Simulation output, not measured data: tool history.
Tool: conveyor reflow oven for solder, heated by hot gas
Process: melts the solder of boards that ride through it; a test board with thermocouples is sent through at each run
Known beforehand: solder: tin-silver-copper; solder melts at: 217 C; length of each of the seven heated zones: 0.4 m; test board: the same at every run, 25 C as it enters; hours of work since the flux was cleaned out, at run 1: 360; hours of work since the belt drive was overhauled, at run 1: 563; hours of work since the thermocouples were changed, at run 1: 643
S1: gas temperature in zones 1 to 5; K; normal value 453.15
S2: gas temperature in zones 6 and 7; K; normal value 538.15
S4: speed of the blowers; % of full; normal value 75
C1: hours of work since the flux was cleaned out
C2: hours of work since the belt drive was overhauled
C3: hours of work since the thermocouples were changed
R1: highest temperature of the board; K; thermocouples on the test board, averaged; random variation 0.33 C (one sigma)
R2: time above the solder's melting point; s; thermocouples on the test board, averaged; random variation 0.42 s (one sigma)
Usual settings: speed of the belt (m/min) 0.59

{"run": 1, "day": 0.0, "S1": 453.15, "S2": 538.15, "speed of the belt (m/min)": 0.59, "S4": 75, "C1": 360, "C2": 563, "C3": 643, "R1": 515.55, "R2": 52}
{"run": 2, "day": 0.808, "S1": 453.15, "S2": 538.15, "speed of the belt (m/min)": 0.59, "S4": 75, "C1": 375, "C2": 578, "C3": 658, "R1": 514.65, "R2": 51.1}
{"run": 3, "day": 1.892, "S1": 453.15, "S2": 538.15, "speed of the belt (m/min)": 0.59, "S4": 75, "C1": 395, "C2": 598, "C3": 678, "R1": 514.25, "R2": 50.8}
{"run": 4, "day": 3.075, "S1": 453.15, "S2": 538.15, "speed of the belt (m/min)": 0.59, "S4": 75, "C1": 417, "C2": 620, "C3": 700, "R1": 514.85, "R2": 50.8}
{"day": 3.921, "done": "flux residue cleaned out of gas plates and filters"}
{"run": 5, "day": 4.125, "S1": 453.15, "S2": 538.15, "speed of the belt (m/min)": 0.59, "S4": 75, "C1": 4, "C2": 636, "C3": 716, "R1": 519.85, "R2": 58.3}
{"run": 6, "day": 5.204, "S1": 453.15, "S2": 538.15, "speed of the belt (m/min)": 0.59, "S4": 75, "C1": 24, "C2": 656, "C3": 736, "R1": 518.65, "R2": 56.7}
{"run": 7, "day": 6.196, "S1": 453.15, "S2": 538.15, "speed of the belt (m/min)": 0.59, "S4": 75, "C1": 42, "C2": 675, "C3": 755, "R1": 518.75, "R2": 56.8}
{"run": 8, "day": 7.012, "S1": 453.15, "S2": 538.15, "speed of the belt (m/min)": 0.59, "S4": 75, "C1": 58, "C2": 690, "C3": 770, "R1": 518.75, "R2": 57.1}
{"run": 9, "day": 8.575, "S1": 453.15, "S2": 538.15, "speed of the belt (m/min)": 0.59, "S4": 75, "C1": 87, "C2": 719, "C3": 799, "R1": 518.25, "R2": 55.9}
{"run": 10, "day": 9.475, "S1": 453.15, "S2": 538.15, "speed of the belt (m/min)": 0.59, "S4": 75, "C1": 104, "C2": 736, "C3": 816, "R1": 518.25, "R2": 56.6}
{"run": 11, "day": 10.321, "S1": 453.15, "S2": 538.15, "speed of the belt (m/min)": 0.59, "S4": 75, "C1": 119, "C2": 752, "C3": 832, "R1": 518.05, "R2": 56.6}
{"run": 12, "day": 11.262, "S1": 453.15, "S2": 538.15, "speed of the belt (m/min)": 0.59, "S4": 75, "C1": 137, "C2": 769, "C3": 849, "R1": 517.85, "R2": 56}
{"run": 13, "day": 12.429, "S1": 453.15, "S2": 536.15, "speed of the belt (m/min)": 0.59, "S4": 75, "C1": 159, "C2": 791, "C3": 871, "R1": 515.95, "R2": 53.9}
{"run": 14, "day": 13.85, "S1": 453.15, "S2": 536.15, "speed of the belt (m/min)": 0.59, "S4": 75, "C1": 185, "C2": 818, "C3": 898, "R1": 515.85, "R2": 53.4}
{"run": 15, "day": 14.529, "S1": 453.15, "S2": 536.15, "speed of the belt (m/min)": 0.59, "S4": 75, "C1": 198, "C2": 830, "C3": 910, "R1": 515.75, "R2": 53.5}
{"run": 16, "day": 15.304, "S1": 453.15, "S2": 544.15, "speed of the belt (m/min)": 0.596, "S4": 78, "C1": 212, "C2": 845, "C3": 925, "R1": 522.65, "R2": 58.6}
{"run": 17, "day": 16.588, "S1": 453.15, "S2": 544.15, "speed of the belt (m/min)": 0.596, "S4": 78, "C1": 236, "C2": 869, "C3": 949, "R1": 521.65, "R2": 58.4}
{"run": 18, "day": 17.962, "S1": 445.15, "S2": 543.15, "speed of the belt (m/min)": 0.536, "S4": 76, "C1": 262, "C2": 894, "C3": 974, "R1": 522.15, "R2": 62.8}
{"run": 19, "day": 18.829, "S1": 445.15, "S2": 543.15, "speed of the belt (m/min)": 0.536, "S4": 76, "C1": 278, "C2": 911, "C3": 991, "R1": 521.95, "R2": 63.1}
{"run": 20, "day": 19.771, "S1": 445.15, "S2": 543.15, "speed of the belt (m/min)": 0.536, "S4": 76, "C1": 296, "C2": 928, "C3": 1008, "R1": 522.15, "R2": 62.5}
{"run": 21, "day": 21.029, "S1": 445.15, "S2": 538.15, "speed of the belt (m/min)": 0.59, "S4": 65, "C1": 319, "C2": 952, "C3": 1032, "R1": 510.85, "R2": 43.5}
{"run": 22, "day": 21.925, "S1": 453.15, "S2": 538.15, "speed of the belt (m/min)": 0.59, "S4": 68, "C1": 336, "C2": 968, "C3": 1048, "R1": 513.55, "R2": 50.2}
{"run": 23, "day": 22.808, "S1": 445.15, "S2": 538.15, "speed of the belt (m/min)": 0.59, "S4": 68, "C1": 353, "C2": 985, "C3": 1065, "R1": 511.35, "R2": 43.6}
{"run": 24, "day": 24.05, "S1": 445.15, "S2": 538.15, "speed of the belt (m/min)": 0.59, "S4": 68, "C1": 376, "C2": 1008, "C3": 1088, "R1": 511.05, "R2": 43.4}
{"run": 25, "day": 24.804, "S1": 464.15, "S2": 533.15, "speed of the belt (m/min)": 0.563, "S4": 82, "C1": 390, "C2": 1022, "C3": 1102, "R1": 516.55, "R2": 62.8}
{"run": 26, "day": 25.8, "S1": 464.15, "S2": 533.15, "speed of the belt (m/min)": 0.563, "S4": 65, "C1": 408, "C2": 1041, "C3": 1121, "R1": 512.65, "R2": 57.7}
{"day": 27.146, "done": "flux residue cleaned out of gas plates and filters"}
{"run": 27, "day": 27.617, "S1": 463.15, "S2": 543.15, "speed of the belt (m/min)": 0.59, "S4": 75, "C1": 9, "C2": 1071, "C3": 1151, "R1": 525.15, "R2": 68.3}
{"run": 28, "day": 29.088, "S1": 463.15, "S2": 543.15, "speed of the belt (m/min)": 0.59, "S4": 75, "C1": 36, "C2": 1098, "C3": 1178, "R1": 525.85, "R2": 67.7}
{"run": 29, "day": 30.212, "S1": 466.15, "S2": 534.15, "speed of the belt (m/min)": 0.602, "S4": 65, "C1": 57, "C2": 1119, "C3": 1199, "R1": 515.15, "R2": 57.9}
{"run": 30, "day": 31.038, "S1": 453.15, "S2": 552.15, "speed of the belt (m/min)": 0.542, "S4": 74, "C1": 73, "C2": 1134, "C3": 1214, "R1": 532.55, "R2": 74.4}

Branching from run 30: 4 alternative next runs. What would each branch give?
{"run": "A", "day": 32.388, "S1": 453.15, "S2": 541.15, "speed of the belt (m/min)": 0.472, "S4": 75, "C1": 98, "C2": 1160, "C3": 1240, "R1": "?", "R2": "?"}
{"run": "B", "day": 32.388, "S1": 453.15, "S2": 530.15, "speed of the belt (m/min)": 0.473, "S4": 89, "C1": 98, "C2": 1160, "C3": 1240, "R1": "?", "R2": "?"}
{"run": "C", "day": 32.388, "S1": 453.15, "S2": 543.15, "speed of the belt (m/min)": 0.542, "S4": 74, "C1": 98, "C2": 1160, "C3": 1240, "R1": "?", "R2": "?"}
{"run": "D", "day": 32.388, "S1": 463.15, "S2": 543.15, "speed of the belt (m/min)": 0.542, "S4": 74, "C1": 98, "C2": 1160, "C3": 1240, "R1": "?", "R2": "?"}

run=A R1=526.95 R2=83
run=B R1=519.55 R2=78.4
run=C R1=524.95 R2=68.9
run=D R1=526.55 R2=75.9
With no hidden state in the tool, these same runs would have given:
run=A R1=528.65 R2=82.8
run=B R1=521.25 R2=78.8
run=C R1=526.65 R2=69.2
run=D R1=528.15 R2=75.8
